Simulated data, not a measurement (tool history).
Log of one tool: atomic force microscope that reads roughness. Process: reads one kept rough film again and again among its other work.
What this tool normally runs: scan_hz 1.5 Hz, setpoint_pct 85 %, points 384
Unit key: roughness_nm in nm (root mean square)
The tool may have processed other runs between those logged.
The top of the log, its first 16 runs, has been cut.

run,hour,scan_hz,setpoint_pct,points,roughness_nm
17,415.2,1.5,85,504,2.052
18,448.9,1.42,85,693,1.936
19,463.4,1.42,85,693,1.884
20,477.9,3.9,86,791,1.579
21,508.4,3.9,86,791,1.46
22,543.1,3.9,86,791,1.381
23,559.2,3.9,86,791,1.352
# hour 570.2: new tip fitted
24,585,3.9,86,791,2.246
25,603.2,1.59,61,525,2.615
26,627.6,1.5,89,605,2.274
27,646,1.5,89,605,2.177
28,661.4,1.5,89,605,2.114
29,683.8,0.63,89,605,2.139
30,715.3,0.77,89,605,1.968
31,731,2.9,62,629,1.921
32,761.2,2.9,62,629,1.809
33,792.5,0.58,71,263,1.719

Predict each of these 4 candidate next runs independently; none follows another, all start after run 33:
A,818.7,0.89,56,384,?
B,818.7,3,82,263,?
C,818.7,0.58,67,360,?
D,818.7,0.58,76,263,?

run,roughness_nm
A,1.7
B,1.426
C,1.681
D,1.641
Had the tool no hidden state, the same runs would have come out as:
run,roughness_nm
A,2.949
B,2.471
C,2.918
D,2.849
